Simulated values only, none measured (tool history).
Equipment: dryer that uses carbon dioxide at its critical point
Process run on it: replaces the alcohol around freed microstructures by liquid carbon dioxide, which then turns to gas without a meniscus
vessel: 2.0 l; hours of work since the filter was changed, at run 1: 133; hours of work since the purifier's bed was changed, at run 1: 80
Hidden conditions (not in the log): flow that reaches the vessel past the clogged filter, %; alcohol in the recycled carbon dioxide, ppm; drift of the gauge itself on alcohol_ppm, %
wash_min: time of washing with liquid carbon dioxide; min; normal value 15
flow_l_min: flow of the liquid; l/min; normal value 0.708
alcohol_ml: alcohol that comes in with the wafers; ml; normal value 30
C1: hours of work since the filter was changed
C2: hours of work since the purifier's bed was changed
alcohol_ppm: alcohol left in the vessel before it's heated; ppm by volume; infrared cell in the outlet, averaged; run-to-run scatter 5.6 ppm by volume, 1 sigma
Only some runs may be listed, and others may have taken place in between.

{"run": 1, "hour": 0.0, "wash_min": 15, "flow_l_min": 0.708, "alcohol_ml": 30, "C1": 133, "C2": 80, "alcohol_ppm": 319}
{"run": 2, "hour": 4.5, "wash_min": 15, "flow_l_min": 0.708, "alcohol_ml": 30, "C1": 136, "C2": 83, "alcohol_ppm": 317}
{"run": 3, "hour": 14.3, "wash_min": 13, "flow_l_min": 0.708, "alcohol_ml": 30, "C1": 143, "C2": 90, "alcohol_ppm": 543}
{"run": 4, "hour": 20.5, "wash_min": 13, "flow_l_min": 0.708, "alcohol_ml": 30, "C1": 147, "C2": 95, "alcohol_ppm": 538}
{"hour": 26.4, "done": "inlet filter changed"}
{"run": 5, "hour": 27.0, "wash_min": 13, "flow_l_min": 0.708, "alcohol_ml": 30, "C1": 0, "C2": 98, "alcohol_ppm": 316}
{"run": 6, "hour": 32.5, "wash_min": 15, "flow_l_min": 0.708, "alcohol_ml": 34, "C1": 4, "C2": 102, "alcohol_ppm": 213}
{"run": 7, "hour": 39.7, "wash_min": 15, "flow_l_min": 0.708, "alcohol_ml": 67, "C1": 9, "C2": 107, "alcohol_ppm": 380}
{"run": 8, "hour": 47.0, "wash_min": 15, "flow_l_min": 0.708, "alcohol_ml": 67, "C1": 14, "C2": 112, "alcohol_ppm": 407}
{"run": 9, "hour": 56.8, "wash_min": 15, "flow_l_min": 0.708, "alcohol_ml": 30, "C1": 21, "C2": 119, "alcohol_ppm": 197}
{"run": 10, "hour": 65.1, "wash_min": 15, "flow_l_min": 0.71, "alcohol_ml": 30, "C1": 27, "C2": 125, "alcohol_ppm": 200}
{"run": 11, "hour": 71.5, "wash_min": 15, "flow_l_min": 0.708, "alcohol_ml": 30, "C1": 31, "C2": 129, "alcohol_ppm": 204}
{"run": 12, "hour": 75.7, "wash_min": 15, "flow_l_min": 0.708, "alcohol_ml": 30, "C1": 34, "C2": 132, "alcohol_ppm": 207}
{"run": 13, "hour": 81.9, "wash_min": 15, "flow_l_min": 0.708, "alcohol_ml": 37, "C1": 39, "C2": 137, "alcohol_ppm": 256}
{"run": 14, "hour": 89.1, "wash_min": 15, "flow_l_min": 0.708, "alcohol_ml": 37, "C1": 44, "C2": 142, "alcohol_ppm": 271}
{"run": 15, "hour": 94.4, "wash_min": 12, "flow_l_min": 0.708, "alcohol_ml": 24, "C1": 47, "C2": 145, "alcohol_ppm": 393}
{"run": 16, "hour": 99.9, "wash_min": 20, "flow_l_min": 0.476, "alcohol_ml": 39, "C1": 51, "C2": 149, "alcohol_ppm": 444}
{"run": 17, "hour": 105.4, "wash_min": 13, "flow_l_min": 0.708, "alcohol_ml": 77, "C1": 55, "C2": 153, "alcohol_ppm": 922}
{"run": 18, "hour": 109.8, "wash_min": 15, "flow_l_min": 0.854, "alcohol_ml": 77, "C1": 58, "C2": 156, "alcohol_ppm": 237}
{"run": 19, "hour": 117.7, "wash_min": 10, "flow_l_min": 1.141, "alcohol_ml": 109, "C1": 63, "C2": 161, "alcohol_ppm": 565}
{"run": 20, "hour": 126.6, "wash_min": 10, "flow_l_min": 1.141, "alcohol_ml": 109, "C1": 70, "C2": 168, "alcohol_ppm": 587}
{"run": 21, "hour": 132.1, "wash_min": 15, "flow_l_min": 0.47, "alcohol_ml": 107, "C1": 73, "C2": 171, "alcohol_ppm": 3246}
{"run": 22, "hour": 141.2, "wash_min": 15, "flow_l_min": 0.708, "alcohol_ml": 34, "C1": 80, "C2": 178, "alcohol_ppm": 285}
{"run": 23, "hour": 149.8, "wash_min": 15, "flow_l_min": 0.708, "alcohol_ml": 34, "C1": 86, "C2": 184, "alcohol_ppm": 290}
{"run": 24, "hour": 155.0, "wash_min": 15, "flow_l_min": 0.708, "alcohol_ml": 29, "C1": 89, "C2": 187, "alcohol_ppm": 249}
{"run": 25, "hour": 162.3, "wash_min": 15, "flow_l_min": 0.708, "alcohol_ml": 29, "C1": 94, "C2": 192, "alcohol_ppm": 260}
{"run": 26, "hour": 169.4, "wash_min": 13, "flow_l_min": 0.434, "alcohol_ml": 84, "C1": 99, "C2": 197, "alcohol_ppm": 4847}
{"run": 27, "hour": 175.9, "wash_min": 14, "flow_l_min": 1.195, "alcohol_ml": 84, "C1": 104, "C2": 202, "alcohol_ppm": 97}
{"run": 28, "hour": 185.5, "wash_min": 20, "flow_l_min": 0.708, "alcohol_ml": 40, "C1": 111, "C2": 209, "alcohol_ppm": 127}

Alternative continuations, all from the tool just after run 28; predict every row:
{"run": "A", "hour": 191.3, "wash_min": 15, "flow_l_min": 0.654, "alcohol_ml": 30, "C1": 115, "C2": 213, "alcohol_ppm": "?"}
{"run": "B", "hour": 191.3, "wash_min": 15, "flow_l_min": 0.686, "alcohol_ml": 30, "C1": 115, "C2": 213, "alcohol_ppm": "?"}
{"run": "C", "hour": 191.3, "wash_min": 22, "flow_l_min": 0.708, "alcohol_ml": 40, "C1": 115, "C2": 213, "alcohol_ppm": "?"}
{"run": "D", "hour": 191.3, "wash_min": 10, "flow_l_min": 0.708, "alcohol_ml": 40, "C1": 115, "C2": 213, "alcohol_ppm": "?"}

run=A alcohol_ppm=386
run=B alcohol_ppm=339
run=C alcohol_ppm=90
run=D alcohol_ppm=1371
The same runs, with their run-to-run variation unchanged, on a tool lacking any hidden condition would have given:
run=A alcohol_ppm=229
run=B alcohol_ppm=197
run=C alcohol_ppm=37
run=D alcohol_ppm=969
